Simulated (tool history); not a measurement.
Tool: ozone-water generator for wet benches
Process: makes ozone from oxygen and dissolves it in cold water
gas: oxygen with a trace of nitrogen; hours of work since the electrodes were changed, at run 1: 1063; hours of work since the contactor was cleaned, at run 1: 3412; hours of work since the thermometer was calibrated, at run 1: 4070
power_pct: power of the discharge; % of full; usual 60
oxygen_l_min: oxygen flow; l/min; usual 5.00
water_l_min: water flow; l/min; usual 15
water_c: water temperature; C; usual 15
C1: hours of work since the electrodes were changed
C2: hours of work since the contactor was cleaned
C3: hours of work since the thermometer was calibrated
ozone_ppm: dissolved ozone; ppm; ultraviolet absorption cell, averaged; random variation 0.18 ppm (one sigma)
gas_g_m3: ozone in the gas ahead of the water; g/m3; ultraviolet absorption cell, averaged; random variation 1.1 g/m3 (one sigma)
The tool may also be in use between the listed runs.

Run 1, hour 0.0: usual settings; C1 1063; C2 3412; C3 4070. Result: ozone_ppm 24.5 ppm, gas_g_m3 200.9 g/m3.
Run 2, hour 33.9: usual settings; C1 1097; C2 3446; C3 4104. Result: ozone_ppm 24.4 ppm, gas_g_m3 201.7 g/m3.
Run 3, hour 102.1: usual settings; C1 1164; C2 3514; C3 4171. Result: ozone_ppm 24.2 ppm, gas_g_m3 200.5 g/m3.
Run 4, hour 133.9: usual settings; C1 1196; C2 3545; C3 4203. Result: ozone_ppm 24.4 ppm, gas_g_m3 198.9 g/m3.
At hour 160.3: water thermometer calibrated.
Run 5, hour 189.8: usual settings; C1 1251; C2 3600; C3 29. Result: ozone_ppm 24.4 ppm, gas_g_m3 199.5 g/m3.
Run 6, hour 237.1: usual settings but water_c 23 C; C1 1298; C2 3647; C3 76. Result: ozone_ppm 21.4 ppm, gas_g_m3 201.6 g/m3.
Run 7, hour 271.7: usual settings but power_pct 41 % of full, water_c 12 C; C1 1332; C2 3681; C3 111. Result: ozone_ppm 19.5 ppm, gas_g_m3 152.3 g/m3.
Run 8, hour 312.7: usual settings but power_pct 78 % of full, oxygen_l_min 4.78 l/min, water_c 9 C; C1 1373; C2 3722; C3 151. Result: ozone_ppm 31.4 ppm, gas_g_m3 243.6 g/m3.
Run 9, hour 358.3: usual settings but power_pct 78 % of full, oxygen_l_min 4.78 l/min, water_c 9 C; C1 1418; C2 3767; C3 197. Result: ozone_ppm 31.9 ppm, gas_g_m3 243.8 g/m3.
Run 10, hour 423.3: usual settings but power_pct 78 % of full, oxygen_l_min 4.78 l/min, water_c 9 C; C1 1483; C2 3832; C3 261. Result: ozone_ppm 31.5 ppm, gas_g_m3 245.3 g/m3.
Run 11, hour 479.1: usual settings but power_pct 78 % of full, oxygen_l_min 4.78 l/min, water_c 9 C; C1 1538; C2 3887; C3 316. Result: ozone_ppm 31.6 ppm, gas_g_m3 242.1 g/m3.
Run 12, hour 549.9: usual settings but power_pct 78 % of full, oxygen_l_min 4.78 l/min, water_c 9 C; C1 1608; C2 3957; C3 387. Result: ozone_ppm 31.5 ppm, gas_g_m3 242.9 g/m3.

Forecast each of these 5 alternatives for the next run:
Run A, hour 597.8: usual settings but power_pct 48 % of full, oxygen_l_min 4.78 l/min, water_l_min 16 l/min, water_c 9 C; C1 1656; C2 4005; C3 434. Result: ozone_ppm ?, gas_g_m3 ?.
Run B, hour 597.8: usual settings but power_pct 69 % of full, oxygen_l_min 4.14 l/min, water_l_min 19 l/min, water_c 9 C; C1 1656; C2 4005; C3 434. Result: ozone_ppm ?, gas_g_m3 ?.
Run C, hour 597.8: usual settings but power_pct 45 % of full, oxygen_l_min 2.93 l/min, water_c 14 C; C1 1656; C2 4005; C3 434. Result: ozone_ppm ?, gas_g_m3 ?.
Run D, hour 597.8: usual settings but power_pct 76 % of full, oxygen_l_min 4.09 l/min, water_l_min 14 l/min, water_c 9 C; C1 1656; C2 4005; C3 434. Result: ozone_ppm ?, gas_g_m3 ?.
Run E, hour 597.8: usual settings but power_pct 78 % of full, oxygen_l_min 3.64 l/min, water_l_min 17 l/min, water_c 17 C; C1 1656; C2 4005; C3 434. Result: ozone_ppm ?, gas_g_m3 ?.

run  ozone_ppm  gas_g_m3
  A       21.4     174.5
  B       23.2     234.1
  C       18.4     199.8
  D       31.7     253.7
  E       24.6     269.9
Without the tool's hidden state the same runs would have given:
run  ozone_ppm  gas_g_m3
  A       21.4     177.3
  B       23.2     238.0
  C       18.4     203.0
  D       31.7     257.9
  E       24.7     274.3
